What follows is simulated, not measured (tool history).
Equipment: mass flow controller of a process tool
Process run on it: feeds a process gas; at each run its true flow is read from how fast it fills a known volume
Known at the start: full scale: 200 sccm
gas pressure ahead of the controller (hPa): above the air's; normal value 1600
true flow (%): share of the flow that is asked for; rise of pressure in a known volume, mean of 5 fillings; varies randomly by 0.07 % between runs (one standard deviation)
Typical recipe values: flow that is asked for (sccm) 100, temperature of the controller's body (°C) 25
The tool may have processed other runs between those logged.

run	hour	flow that is asked for (sccm)	gas pressure ahead of the controller (hPa)	temperature of the controller's body (°C)	true flow (%)
1	0.0	100	1600	25	97.57
2	291.8	100	1600	25	97.65
3	459.9	100	1600	25	97.68
4	740.5	100	1600	25	97.71
5	1022.0	100	1600	25	97.67
6	1370.0	100	1600	34	98.38
7	1553.2	64	1600	25	97.58
8	1800.2	114	2360	23	97.83
9	2162.3	100	1940	33	98.50
10	2497.0	100	1940	24	97.62
11	2779.3	28	2490	38	100.91
12	3147.5	28	2490	38	101.10
13	3485.9	36	2530	34	99.89

Predict each of these 3 candidate next runs independently; none follows another, all start after run 13:
A	3768.0	50	1450	23	?
B	3768.0	95	2530	39	?
C	3768.0	170	1520	23	?

run	true flow (%)
A	97.60
B	99.10
C	97.79
Without the tool's unlogged condition, the same runs would have read:
run	true flow (%)
A	96.91
B	99.71
C	99.03
